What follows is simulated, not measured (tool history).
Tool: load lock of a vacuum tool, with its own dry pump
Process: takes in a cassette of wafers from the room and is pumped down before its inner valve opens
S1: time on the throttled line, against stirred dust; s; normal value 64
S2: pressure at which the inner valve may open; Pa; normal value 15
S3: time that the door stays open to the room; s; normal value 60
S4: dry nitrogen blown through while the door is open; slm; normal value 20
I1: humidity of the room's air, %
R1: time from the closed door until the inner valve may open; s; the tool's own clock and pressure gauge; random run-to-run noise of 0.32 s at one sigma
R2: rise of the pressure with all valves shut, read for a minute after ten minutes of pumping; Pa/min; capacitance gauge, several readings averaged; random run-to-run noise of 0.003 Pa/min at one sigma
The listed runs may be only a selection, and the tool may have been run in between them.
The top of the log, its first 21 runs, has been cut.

{"run": 22, "hour": 4747.3, "S1": 105, "S2": 15, "S3": 60, "S4": 20, "I1": 44.2, "R1": 136.8, "R2": 0.239}
{"run": 23, "hour": 5058.3, "S1": 53, "S2": 15, "S3": 60, "S4": 20, "I1": 44.9, "R1": 90.9, "R2": 0.248}
{"run": 24, "hour": 5275.3, "S1": 64, "S2": 17, "S3": 60, "S4": 23, "I1": 43.9, "R1": 100.2, "R2": 0.245}
{"run": 25, "hour": 5517.3, "S1": 44, "S2": 11, "S3": 60, "S4": 7, "I1": 43.2, "R1": 84.6, "R2": 0.271}
{"run": 26, "hour": 5709.1, "S1": 44, "S2": 11, "S3": 60, "S4": 7, "I1": 43.8, "R1": 84.7, "R2": 0.263}
{"hour": 5798.9, "done": "door's seal changed, seat wiped"}
{"run": 27, "hour": 6021.3, "S1": 44, "S2": 11, "S3": 60, "S4": 7, "I1": 43.3, "R1": 85.4, "R2": 0.042}
{"run": 28, "hour": 6299.2, "S1": 51, "S2": 15, "S3": 52, "S4": 27, "I1": 42.1, "R1": 89.8, "R2": 0.027}
{"run": 29, "hour": 6634.0, "S1": 51, "S2": 15, "S3": 52, "S4": 27, "I1": 45.7, "R1": 89.7, "R2": 0.024}
{"run": 30, "hour": 6936.4, "S1": 64, "S2": 11, "S3": 80, "S4": 5, "I1": 45.1, "R1": 102.2, "R2": 0.057}
{"run": 31, "hour": 7162.9, "S1": 64, "S2": 20, "S3": 80, "S4": 17, "I1": 47.1, "R1": 99.2, "R2": 0.047}
{"run": 32, "hour": 7391.7, "S1": 40, "S2": 12, "S3": 38, "S4": 20, "I1": 46.1, "R1": 81.5, "R2": 0.03}
{"run": 33, "hour": 7600.9, "S1": 51, "S2": 19, "S3": 31, "S4": 4, "I1": 47.5, "R1": 89.1, "R2": 0.043}
{"run": 34, "hour": 7871.1, "S1": 51, "S2": 19, "S3": 50, "S4": 4, "I1": 44.0, "R1": 89.2, "R2": 0.049}
{"run": 35, "hour": 8068.1, "S1": 42, "S2": 15, "S3": 40, "S4": 20, "I1": 41.9, "R1": 83.0, "R2": 0.032}
{"run": 36, "hour": 8214.7, "S1": 41, "S2": 15, "S3": 60, "S4": 14, "I1": 43.6, "R1": 81.9, "R2": 0.044}
{"run": 37, "hour": 8494.3, "S1": 64, "S2": 15, "S3": 41, "S4": 39, "I1": 47.0, "R1": 102.3, "R2": 0.034}
{"run": 38, "hour": 8722.7, "S1": 64, "S2": 15, "S3": 41, "S4": 39, "I1": 44.0, "R1": 101.8, "R2": 0.034}

3 ways to go on from here, each from the tool as it stands after run 38. What would each give?
{"run": "A", "hour": 9020.9, "S1": 64, "S2": 24, "S3": 29, "S4": 4, "I1": 48.7, "R1": "?", "R2": "?"}
{"run": "B", "hour": 9020.9, "S1": 80, "S2": 22, "S3": 60, "S4": 32, "I1": 42.9, "R1": "?", "R2": "?"}
{"run": "C", "hour": 9020.9, "S1": 64, "S2": 12, "S3": 60, "S4": 20, "I1": 44.6, "R1": "?", "R2": "?"}

run=A R1=99.8 R2=0.044
run=B R1=114.1 R2=0.042
run=C R1=103.8 R2=0.046
The same runs, with their run-to-run variation unchanged, on a tool lacking any hidden condition would have given:
run=A R1=95.6 R2=0.026
run=B R1=110.1 R2=0.024
run=C R1=99.1 R2=0.028
